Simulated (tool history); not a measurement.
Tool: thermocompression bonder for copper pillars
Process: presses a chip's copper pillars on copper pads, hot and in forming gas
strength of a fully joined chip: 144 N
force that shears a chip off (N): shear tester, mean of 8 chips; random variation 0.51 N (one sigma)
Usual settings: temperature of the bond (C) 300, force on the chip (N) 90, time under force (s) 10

run	hour	temperature of the bond (C)	force on the chip (N)	time under force (s)	force that shears a chip off (N)
1	0.0	300	90	10	54.8
2	14.4	300	90	10	54.3
3	28.5	300	90	10	54.6
4	39.0	300	90	10	54.9
5	55.4	300	66	10	44.6
6	69.3	300	66	10	44.7
7	83.6	303	86	10	55.9
8	99.1	303	86	10	55.3
9	109.2	318	113	14	88.9
10	123.2	318	113	14	88.3
11	131.5	300	86	10	53.3
# hour 137.2: forming gas filter changed
12	146.1	313	78	10	60.0

Forecast each of these 4 alternatives for the next run:
A	163.4	313	123	10	?
B	163.4	326	114	11	?
C	163.4	300	93	12	?
D	163.4	278	78	10	?

run	force that shears a chip off (N)
A	78.6
B	89.9
C	60.8
D	34.4
Without the tool's hidden state the same runs would have given:
run	force that shears a chip off (N)
A	78.7
B	90.0
C	60.9
D	34.5
